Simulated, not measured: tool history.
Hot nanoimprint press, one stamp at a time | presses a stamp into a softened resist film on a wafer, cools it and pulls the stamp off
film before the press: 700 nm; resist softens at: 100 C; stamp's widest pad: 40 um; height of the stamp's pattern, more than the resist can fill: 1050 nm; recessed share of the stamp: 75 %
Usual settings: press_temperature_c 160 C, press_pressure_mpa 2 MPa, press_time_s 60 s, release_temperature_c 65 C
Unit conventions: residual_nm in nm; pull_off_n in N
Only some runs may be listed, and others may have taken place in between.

run     day  press_temperature_c  press_pressure_mpa  press_time_s  release_temperature_c  residual_nm  pull_off_n
  1       0                  160                   2            60                     65        272.3         157
      1.829  -- stamp cleaned and given a new release coat
  2   2.208                  160                2.31            60                     65          253         157
  3   4.075                  160                2.31            60                     65          254         168
  4   5.879                  160                2.31            60                     65        252.1         156
      6.854  -- plate thermocouple calibrated
  5   8.508                  160                   2            60                     65          269         163
  6  11.012                  160                   2            60                     65        270.8         164
     11.912  -- press's hydraulic seals changed and the load cell set to zero
  7  14.271                  160                   2            60                     65        267.8         163
  8  16.433                  157                   2            60                     65        311.4         158
  9  18.225                  150                   2            60                     65        422.2         165
 10  20.154                  150                   2            60                     65        425.6         165
     20.783  -- stamp cleaned and given a new release coat
 11  22.617                  150                   2            60                     65        422.2         163
 12  25.158                  150                   2            60                     65        414.8         168
 13  26.942                  150                   2            60                     65        422.2         161
 14  28.717                  160                   2            60                     65        267.2         164
 15  30.079                  160                   2            60                     65        263.9         168

What will run 16 give?
     30.904  -- plate thermocouple calibrated
 16  32.179                  168                2.88            60                     53            ?           ?

{"run 16": {"residual_nm": 150.4, "pull_off_n": 188}}
Take away the tool's hidden state, keep the run-to-run variation as it was, and the same run would have given residual_nm 153.8 nm, pull_off_n 187 N.
